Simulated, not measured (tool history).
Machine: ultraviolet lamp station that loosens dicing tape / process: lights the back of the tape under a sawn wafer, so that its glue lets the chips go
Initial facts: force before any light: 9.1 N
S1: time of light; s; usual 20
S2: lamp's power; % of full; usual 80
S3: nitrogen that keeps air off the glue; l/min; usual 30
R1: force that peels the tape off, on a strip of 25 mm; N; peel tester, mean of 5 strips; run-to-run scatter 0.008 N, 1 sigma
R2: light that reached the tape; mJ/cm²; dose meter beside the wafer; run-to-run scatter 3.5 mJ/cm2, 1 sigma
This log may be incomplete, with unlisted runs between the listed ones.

run 1 hour=0.0 | S1=20 S2=80 S3=30 | R1=0.407 R2=521
run 2 hour=13.4 | S1=20 S2=80 S3=30 | R1=0.420 R2=511
run 3 hour=26.3 | S1=20 S2=80 S3=14 | R1=0.756 R2=509
run 4 hour=34.9 | S1=20 S2=80 S3=14 | R1=0.774 R2=509
run 5 hour=42.1 | S1=20 S2=80 S3=30 | R1=0.409 R2=506
run 6 hour=51.1 | S1=20 S2=80 S3=30 | R1=0.402 R2=502
run 7 hour=58.7 | S1=20 S2=80 S3=30 | R1=0.408 R2=502
run 8 hour=66.8 | S1=20 S2=90 S3=30 | R1=0.328 R2=565
run 9 hour=82.2 | S1=20 S2=90 S3=30 | R1=0.322 R2=556
run 10 hour=94.2 | S1=20 S2=90 S3=30 | R1=0.341 R2=563
run 11 hour=108.7 | S1=20 S2=67 S3=16 | R1=1.020 R2=411
run 12 hour=119.8 | S1=17 S2=94 S3=25 | R1=0.517 R2=491
run 13 hour=133.3 | S1=17 S2=94 S3=25 | R1=0.498 R2=487
run 14 hour=147.5 | S1=19 S2=89 S3=10 | R1=0.968 R2=514
run 15 hour=158.2 | S1=15 S2=77 S3=29 | R1=0.967 R2=348
run 16 hour=173.7 | S1=15 S2=77 S3=29 | R1=0.956 R2=349
run 17 hour=187.6 | S1=27 S2=66 S3=30 | R1=0.367 R2=543
run 18 hour=196.7 | S1=32 S2=66 S3=30 | R1=0.272 R2=637
run 19 hour=211.1 | S1=32 S2=66 S3=30 | R1=0.270 R2=633
run 20 hour=222.2 | S1=32 S2=66 S3=30 | R1=0.269 R2=628

The logged runs with the hidden state left out (each run's random variation unchanged):
The tool's hidden condition here consists of: lamp's light, % of a new lamp's; light that the window lets through, % of a clean one's; drift of the gauge itself on peel_n, %; drift of the gauge itself on dose_mj_cm2, %.
run=1 R1=0.324 R2=583
run=2 R1=0.331 R2=575
run=3 R1=0.579 R2=575
run=4 R1=0.587 R2=577
run=5 R1=0.313 R2=576
run=6 R1=0.304 R2=573
run=7 R1=0.307 R2=575
run=8 R1=0.254 R2=648
run=9 R1=0.246 R2=643
run=10 R1=0.257 R2=654
run=11 R1=0.741 R2=480
run=12 R1=0.366 R2=576
run=13 R1=0.346 R2=574
run=14 R1=0.676 R2=610
run=15 R1=0.667 R2=415
run=16 R1=0.652 R2=418
run=17 R1=0.253 R2=654
run=18 R1=0.207 R2=770
run=19 R1=0.203 R2=770
run=20 R1=0.200 R2=768
